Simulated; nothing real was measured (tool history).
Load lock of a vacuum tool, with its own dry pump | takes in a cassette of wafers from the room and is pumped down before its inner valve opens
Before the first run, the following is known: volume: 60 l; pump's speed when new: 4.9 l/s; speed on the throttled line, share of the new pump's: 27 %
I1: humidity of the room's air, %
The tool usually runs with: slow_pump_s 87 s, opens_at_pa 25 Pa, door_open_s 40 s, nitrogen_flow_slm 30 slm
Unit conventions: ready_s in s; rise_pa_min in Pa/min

{"run": 1, "day": 0.0, "slow_pump_s": 87, "opens_at_pa": 25, "door_open_s": 40, "nitrogen_flow_slm": 30, "I1": 43.8, "ready_s": 168.8, "rise_pa_min": 0.097}
{"run": 2, "day": 4.167, "slow_pump_s": 57, "opens_at_pa": 25, "door_open_s": 40, "nitrogen_flow_slm": 30, "I1": 49.0, "ready_s": 149.0, "rise_pa_min": 0.099}
{"run": 3, "day": 8.142, "slow_pump_s": 57, "opens_at_pa": 25, "door_open_s": 40, "nitrogen_flow_slm": 30, "I1": 45.7, "ready_s": 149.0, "rise_pa_min": 0.099}
{"run": 4, "day": 15.454, "slow_pump_s": 57, "opens_at_pa": 25, "door_open_s": 40, "nitrogen_flow_slm": 30, "I1": 43.5, "ready_s": 148.0, "rise_pa_min": 0.105}
{"run": 5, "day": 22.329, "slow_pump_s": 87, "opens_at_pa": 26, "door_open_s": 40, "nitrogen_flow_slm": 30, "I1": 44.3, "ready_s": 169.3, "rise_pa_min": 0.104}
{"run": 6, "day": 27.583, "slow_pump_s": 87, "opens_at_pa": 25, "door_open_s": 40, "nitrogen_flow_slm": 15, "I1": 50.3, "ready_s": 171.0, "rise_pa_min": 0.113}
{"run": 7, "day": 31.179, "slow_pump_s": 87, "opens_at_pa": 25, "door_open_s": 40, "nitrogen_flow_slm": 15, "I1": 47.8, "ready_s": 170.2, "rise_pa_min": 0.109}
{"run": 8, "day": 35.996, "slow_pump_s": 146, "opens_at_pa": 27, "door_open_s": 181, "nitrogen_flow_slm": 4, "I1": 43.0, "ready_s": 211.0, "rise_pa_min": 0.154}
{"run": 9, "day": 41.667, "slow_pump_s": 146, "opens_at_pa": 35, "door_open_s": 34, "nitrogen_flow_slm": 4, "I1": 43.6, "ready_s": 208.5, "rise_pa_min": 0.119}
{"run": 10, "day": 44.942, "slow_pump_s": 108, "opens_at_pa": 39, "door_open_s": 40, "nitrogen_flow_slm": 30, "I1": 46.5, "ready_s": 179.6, "rise_pa_min": 0.111}
{"run": 11, "day": 47.996, "slow_pump_s": 108, "opens_at_pa": 39, "door_open_s": 40, "nitrogen_flow_slm": 15, "I1": 41.8, "ready_s": 180.5, "rise_pa_min": 0.121}
{"run": 12, "day": 54.008, "slow_pump_s": 108, "opens_at_pa": 39, "door_open_s": 40, "nitrogen_flow_slm": 15, "I1": 46.3, "ready_s": 177.7, "rise_pa_min": 0.122}
{"run": 13, "day": 59.046, "slow_pump_s": 87, "opens_at_pa": 25, "door_open_s": 75, "nitrogen_flow_slm": 10, "I1": 40.4, "ready_s": 170.4, "rise_pa_min": 0.131}

Difference, measured minus no-hidden-state, one row per run. Run-to-run variation is common to both terms; the gauge's own scatter need not be:
Hidden state at play: pump's speed, % of a new pump's; leak at the door's seal, Pa l/s; drift of the gauge itself on ready_s, %; drift of the gauge itself on rise_pa_min, %.
run=1 ready_s=+4.4 rise_pa_min=+0.080
run=2 ready_s=+5.0 rise_pa_min=+0.082
run=3 ready_s=+5.0 rise_pa_min=+0.083
run=4 ready_s=+5.2 rise_pa_min=+0.085
run=5 ready_s=+4.8 rise_pa_min=+0.086
run=6 ready_s=+5.0 rise_pa_min=+0.088
run=7 ready_s=+5.0 rise_pa_min=+0.087
run=8 ready_s=+4.1 rise_pa_min=+0.093
run=9 ready_s=+3.9 rise_pa_min=+0.092
run=10 ready_s=+4.6 rise_pa_min=+0.094
run=11 ready_s=+4.6 rise_pa_min=+0.094
run=12 ready_s=+4.7 rise_pa_min=+0.096
run=13 ready_s=+5.6 rise_pa_min=+0.098
